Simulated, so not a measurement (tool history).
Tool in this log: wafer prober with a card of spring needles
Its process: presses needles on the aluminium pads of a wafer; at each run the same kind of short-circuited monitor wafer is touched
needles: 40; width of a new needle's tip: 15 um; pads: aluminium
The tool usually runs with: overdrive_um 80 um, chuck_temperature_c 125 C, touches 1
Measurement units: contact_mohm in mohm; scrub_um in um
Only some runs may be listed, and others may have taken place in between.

| run | hour | overdrive_um | chuck_temperature_c | touches | contact_mohm | scrub_um |
|---|---|---|---|---|---|---|
| 1 | 0 | 80 | 125 | 1 | 295 | 18.5 |
|  | 8 | tips cleaned on abrasive film |
|  | 17.5 | tips cleaned on abrasive film |
| 2 | 21.4 | 80 | 125 | 1 | 295 | 18.45 |
|  | 27.3 | tips cleaned on abrasive film |
|  | 36.6 | tips cleaned on abrasive film |
|  | 46.6 | tips cleaned on abrasive film |
| 3 | 54 | 80 | 125 | 1 | 296 | 18.43 |
|  | 56 | tips cleaned on abrasive film |
|  | 65.6 | tips cleaned on abrasive film |
|  | 74.6 | tips cleaned on abrasive film |
|  | 83.6 | tips cleaned on abrasive film |
| 4 | 83.9 | 80 | 125 | 1 | 297 | 18.46 |
|  | 92 | tips cleaned on abrasive film |
|  | 102 | tips cleaned on abrasive film |
|  | 111.4 | tips cleaned on abrasive film |
| 5 | 114.4 | 80 | 125 | 1 | 299 | 18.37 |
|  | 120.2 | tips cleaned on abrasive film |
|  | 130.1 | tips cleaned on abrasive film |
| 6 | 137.2 | 80 | 125 | 1 | 297 | 18.42 |
|  | 139.2 | tips cleaned on abrasive film |
|  | 139.5 | height of the first contact set anew |
|  | 148.1 | tips cleaned on abrasive film |
| 7 | 151.8 | 80 | 125 | 1 | 294 | 18.43 |
|  | 157.4 | tips cleaned on abrasive film |
|  | 165.8 | tips cleaned on abrasive film |
|  | 175 | tips cleaned on abrasive film |
| 8 | 176.8 | 96 | 125 | 1 | 295 | 22.07 |
|  | 184.5 | tips cleaned on abrasive film |
|  | 193.9 | tips cleaned on abrasive film |
| 9 | 195.8 | 80 | 125 | 1 | 293 | 18.43 |
|  | 203.9 | tips cleaned on abrasive film |
|  | 213.7 | tips cleaned on abrasive film |
| 10 | 213.7 | 80 | 125 | 1 | 297 | 18.42 |
|  | 223.1 | tips cleaned on abrasive film |
| 11 | 229.1 | 80 | 125 | 1 | 301 | 18.41 |
|  | 231.2 | tips cleaned on abrasive film |
|  | 240.4 | tips cleaned on abrasive film |
|  | 250 | tips cleaned on abrasive film |
| 12 | 252 | 80 | 110 | 1 | 294 | 18.39 |
|  | 259.8 | tips cleaned on abrasive film |
|  | 269.1 | tips cleaned on abrasive film |
|  | 279.1 | tips cleaned on abrasive film |
| 13 | 282.8 | 80 | 110 | 1 | 290 | 18.37 |
|  | 288.4 | tips cleaned on abrasive film |
|  | 297.7 | tips cleaned on abrasive film |
|  | 307 | tips cleaned on abrasive film |
| 14 | 307.9 | 61 | 125 | 1 | 301 | 14.04 |
|  | 315.3 | tips cleaned on abrasive film |
|  | 324.9 | tips cleaned on abrasive film |
|  | 333.7 | tips cleaned on abrasive film |
| 15 | 335.8 | 61 | 125 | 1 | 301 | 14.02 |
|  | 343 | tips cleaned on abrasive film |
| 16 | 349.8 | 61 | 125 | 1 | 303 | 14.03 |
|  | 351.2 | tips cleaned on abrasive film |
|  | 361 | tips cleaned on abrasive film |
|  | 369.9 | tips cleaned on abrasive film |
| 17 | 370.8 | 80 | 36 | 1 | 274 | 18.35 |
|  | 378.6 | tips cleaned on abrasive film |
|  | 382.8 | height of the first contact set anew |
|  | 388.3 | tips cleaned on abrasive film |
|  | 397.8 | tips cleaned on abrasive film |
| 18 | 399.1 | 80 | 36 | 1 | 266 | 18.33 |
|  | 407.1 | tips cleaned on abrasive film |
|  | 415.5 | tips cleaned on abrasive film |
| 19 | 415.5 | 70 | 51 | 2 | 275 | 16.05 |
|  | 425.1 | tips cleaned on abrasive film |
|  | 434.3 | tips cleaned on abrasive film |
| 20 | 439.7 | 80 | 125 | 2 | 296 | 18.33 |
|  | 443.2 | tips cleaned on abrasive film |
|  | 452.3 | tips cleaned on abrasive film |
|  | 462.4 | tips cleaned on abrasive film |
| 21 | 464.3 | 92 | 104 | 2 | 288 | 21.11 |
|  | 471.9 | tips cleaned on abrasive film |
|  | 481.4 | tips cleaned on abrasive film |
|  | 491.4 | tips cleaned on abrasive film |
| 22 | 491.5 | 92 | 104 | 2 | 291 | 21.05 |
|  | 500.6 | tips cleaned on abrasive film |
|  | 509.9 | tips cleaned on abrasive film |
|  | 519.8 | tips cleaned on abrasive film |
| 23 | 522.5 | 82 | 76 | 1 | 282 | 18.8 |
|  | 528.3 | tips cleaned on abrasive film |
|  | 538 | tips cleaned on abrasive film |
| 24 | 539.6 | 82 | 76 | 1 | 278 | 18.72 |

Run 25, settings as shown, results not yet in. Your forecast:
|  | 547.1 | tips cleaned on abrasive film |
|  | 556.7 | tips cleaned on abrasive film |
|  | 566.6 | tips cleaned on abrasive film |
| 25 | 570.3 | 71 | 60 | 3 | ? | ? |

contact_mohm: 278 mohm
scrub_um: 16.26 um
The same run, on a tool lacking any hidden state, would have yielded contact_mohm 278 mohm, scrub_um 16.42 um.
